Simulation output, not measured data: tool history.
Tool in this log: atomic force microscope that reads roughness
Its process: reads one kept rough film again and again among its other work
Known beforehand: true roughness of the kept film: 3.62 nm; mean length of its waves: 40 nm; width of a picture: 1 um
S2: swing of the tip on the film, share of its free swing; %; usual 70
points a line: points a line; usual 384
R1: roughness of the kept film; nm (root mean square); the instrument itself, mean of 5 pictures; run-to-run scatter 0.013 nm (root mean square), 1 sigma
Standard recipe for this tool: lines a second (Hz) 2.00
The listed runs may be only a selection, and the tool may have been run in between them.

run 1 hour=0.0 | lines_a_second_(Hz)=2.00 S2=70 points_a_line=384 | R1=3.077
run 2 hour=16.3 | lines_a_second_(Hz)=2.00 S2=70 points_a_line=384 | R1=3.063
run 3 hour=28.2 | lines_a_second_(Hz)=2.00 S2=70 points_a_line=384 | R1=3.081
run 4 hour=39.8 | lines_a_second_(Hz)=2.00 S2=70 points_a_line=384 | R1=3.080
run 5 hour=61.1 | lines_a_second_(Hz)=0.68 S2=70 points_a_line=384 | R1=3.202
run 6 hour=74.0 | lines_a_second_(Hz)=2.00 S2=70 points_a_line=384 | R1=3.069
run 7 hour=86.9 | lines_a_second_(Hz)=2.00 S2=70 points_a_line=384 | R1=3.090
run 8 hour=110.1 | lines_a_second_(Hz)=2.00 S2=70 points_a_line=384 | R1=3.053
-- hour=122.7 new tip fitted
run 9 hour=123.9 | lines_a_second_(Hz)=2.00 S2=79 points_a_line=384 | R1=2.912
run 10 hour=145.9 | lines_a_second_(Hz)=2.00 S2=79 points_a_line=384 | R1=2.942
run 11 hour=161.9 | lines_a_second_(Hz)=2.00 S2=79 points_a_line=549 | R1=2.959
run 12 hour=176.0 | lines_a_second_(Hz)=2.00 S2=79 points_a_line=549 | R1=2.933
run 13 hour=189.2 | lines_a_second_(Hz)=2.00 S2=70 points_a_line=384 | R1=3.084
run 14 hour=200.3 | lines_a_second_(Hz)=2.00 S2=70 points_a_line=384 | R1=3.074
run 15 hour=218.2 | lines_a_second_(Hz)=1.92 S2=70 points_a_line=384 | R1=3.073
run 16 hour=233.9 | lines_a_second_(Hz)=1.92 S2=70 points_a_line=384 | R1=3.102
run 17 hour=245.7 | lines_a_second_(Hz)=1.92 S2=70 points_a_line=384 | R1=3.073
run 18 hour=267.6 | lines_a_second_(Hz)=1.92 S2=70 points_a_line=384 | R1=3.072
run 19 hour=282.5 | lines_a_second_(Hz)=1.92 S2=70 points_a_line=384 | R1=3.071
run 20 hour=304.9 | lines_a_second_(Hz)=1.92 S2=70 points_a_line=384 | R1=3.072
run 21 hour=318.0 | lines_a_second_(Hz)=2.00 S2=70 points_a_line=955 | R1=3.073
run 22 hour=334.4 | lines_a_second_(Hz)=2.00 S2=70 points_a_line=955 | R1=3.057
-- hour=337.9 new tip fitted
run 23 hour=347.4 | lines_a_second_(Hz)=2.00 S2=70 points_a_line=955 | R1=3.103
run 24 hour=361.3 | lines_a_second_(Hz)=1.73 S2=70 points_a_line=495 | R1=3.142
run 25 hour=382.4 | lines_a_second_(Hz)=2.00 S2=72 points_a_line=466 | R1=3.063
run 26 hour=397.1 | lines_a_second_(Hz)=2.00 S2=72 points_a_line=812 | R1=3.039
run 27 hour=420.5 | lines_a_second_(Hz)=1.80 S2=58 points_a_line=812 | R1=3.216
run 28 hour=440.1 | lines_a_second_(Hz)=1.80 S2=58 points_a_line=812 | R1=3.193
run 29 hour=457.6 | lines_a_second_(Hz)=1.80 S2=58 points_a_line=812 | R1=3.221
run 30 hour=469.5 | lines_a_second_(Hz)=1.80 S2=64 points_a_line=444 | R1=3.163
run 31 hour=485.6 | lines_a_second_(Hz)=1.80 S2=64 points_a_line=444 | R1=3.136
run 32 hour=500.4 | lines_a_second_(Hz)=2.00 S2=63 points_a_line=421 | R1=3.163
run 33 hour=512.4 | lines_a_second_(Hz)=3.52 S2=83 points_a_line=384 | R1=2.613
run 34 hour=532.7 | lines_a_second_(Hz)=1.34 S2=62 points_a_line=679 | R1=3.220
run 35 hour=546.4 | lines_a_second_(Hz)=1.34 S2=62 points_a_line=679 | R1=3.210
-- hour=551.3 new tip fitted
run 36 hour=559.8 | lines_a_second_(Hz)=3.04 S2=62 points_a_line=590 | R1=3.099
run 37 hour=579.5 | lines_a_second_(Hz)=0.81 S2=79 points_a_line=1022 | R1=3.183
run 38 hour=602.1 | lines_a_second_(Hz)=2.00 S2=56 points_a_line=384 | R1=3.221
run 39 hour=620.2 | lines_a_second_(Hz)=0.89 S2=64 points_a_line=497 | R1=3.215

The same runs without the tool's hidden state, with the same run-to-run variation:
Unlogged tool condition in this case: radius of the tip, nm; height scale over the true one, %; drift of the gauge itself on roughness_nm, %.
run=1 R1=3.084
run=2 R1=3.071
run=3 R1=3.090
run=4 R1=3.090
run=5 R1=3.214
run=6 R1=3.081
run=7 R1=3.103
run=8 R1=3.067
run=9 R1=2.912
run=10 R1=2.944
run=11 R1=2.962
run=12 R1=2.937
run=13 R1=3.089
run=14 R1=3.079
run=15 R1=3.080
run=16 R1=3.110
run=17 R1=3.082
run=18 R1=3.082
run=19 R1=3.083
run=20 R1=3.085
run=21 R1=3.088
run=22 R1=3.072
run=23 R1=3.103
run=24 R1=3.144
run=25 R1=3.067
run=26 R1=3.043
run=27 R1=3.222
run=28 R1=3.201
run=29 R1=3.231
run=30 R1=3.173
run=31 R1=3.147
run=32 R1=3.176
run=33 R1=2.624
run=34 R1=3.235
run=35 R1=3.226
run=36 R1=3.100
run=37 R1=3.185
run=38 R1=3.225
run=39 R1=3.221
